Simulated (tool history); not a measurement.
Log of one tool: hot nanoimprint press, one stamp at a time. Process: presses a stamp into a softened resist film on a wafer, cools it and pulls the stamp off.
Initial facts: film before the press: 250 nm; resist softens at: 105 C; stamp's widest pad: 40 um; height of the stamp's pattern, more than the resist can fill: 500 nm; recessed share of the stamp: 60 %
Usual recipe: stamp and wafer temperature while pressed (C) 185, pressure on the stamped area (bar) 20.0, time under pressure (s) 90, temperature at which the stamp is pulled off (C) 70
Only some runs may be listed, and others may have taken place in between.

run     day  stamp and wafer temperature while pressed (C)  pressure on the stamped area (bar)  time under pressure (s)  temperature at which the stamp is pulled off (C)  resist left under the stamp's widest pad (angstrom)  greatest force while the stamp is pulled off (N)
  1   0.000                                            185                                20.0                       90                                                70                                                 1359                                               317
  2   1.158                                            185                                20.0                       90                                                70                                                 1360                                               317
  3   2.233                                            185                                20.0                       90                                                70                                                 1350                                               315
  4   3.542                                            185                                14.5                       90                                                70                                                 1504                                               313
      4.338  -- plate thermocouple calibrated
  5   5.296                                            185                                20.0                       90                                                70                                                 1285                                               318
  6   5.996                                            185                                20.0                       90                                                63                                                 1285                                               371
  7   7.117                                            185                                20.0                       90                                                63                                                 1291                                               379
  8   7.988                                            185                                20.0                       90                                                63                                                 1302                                               391
  9   9.150                                            185                                20.0                       90                                                63                                                 1305                                               398
     10.696  -- stamp cleaned and given a new release coat
 10  10.838                                            187                                20.0                       90                                                70                                                 1206                                               231
 11  12.221                                            187                                20.0                       90                                                70                                                 1215                                               231
 12  13.212                                            193                                17.7                       49                                                70                                                 1286                                               237
 13  13.925                                            191                                20.0                      101                                                70                                                  989                                               240
 14  15.175                                            191                                20.0                      101                                                70                                                  989                                               243
 15  16.288                                            191                                20.0                      101                                                70                                                  991                                               253
 16  17.062                                            191                                26.7                       70                                                70                                                 1036                                               250
 17  17.862                                            191                                26.7                       70                                                70                                                 1035                                               248
 18  19.146                                            180                                26.7                       82                                                77                                                 1483                                               210
 19  19.921                                            176                                20.0                       90                                                75                                                 1776                                               221

Branching from run 19: 3 alternative next runs. What would each branch give?
  A  20.900                                            176                                20.0                       90                                                59                                                    ?                                                 ?
  B  20.900                                            184                                24.5                       90                                                67                                                    ?                                                 ?
  C  20.900                                            196                                20.0                       90                                                58                                                    ?                                                 ?

run  resist left under the stamp's widest pad (angstrom)  greatest force while the stamp is pulled off (N)
  A                                                 1781                                               322
  B                                                 1289                                               276
  C                                                  859                                               333
Take away the tool's hidden state, keep each run's random variation, and the runs would have read:
run  resist left under the stamp's widest pad (angstrom)  greatest force while the stamp is pulled off (N)
  A                                                 1741                                               282
  B                                                 1246                                               242
  C                                                  831                                               292

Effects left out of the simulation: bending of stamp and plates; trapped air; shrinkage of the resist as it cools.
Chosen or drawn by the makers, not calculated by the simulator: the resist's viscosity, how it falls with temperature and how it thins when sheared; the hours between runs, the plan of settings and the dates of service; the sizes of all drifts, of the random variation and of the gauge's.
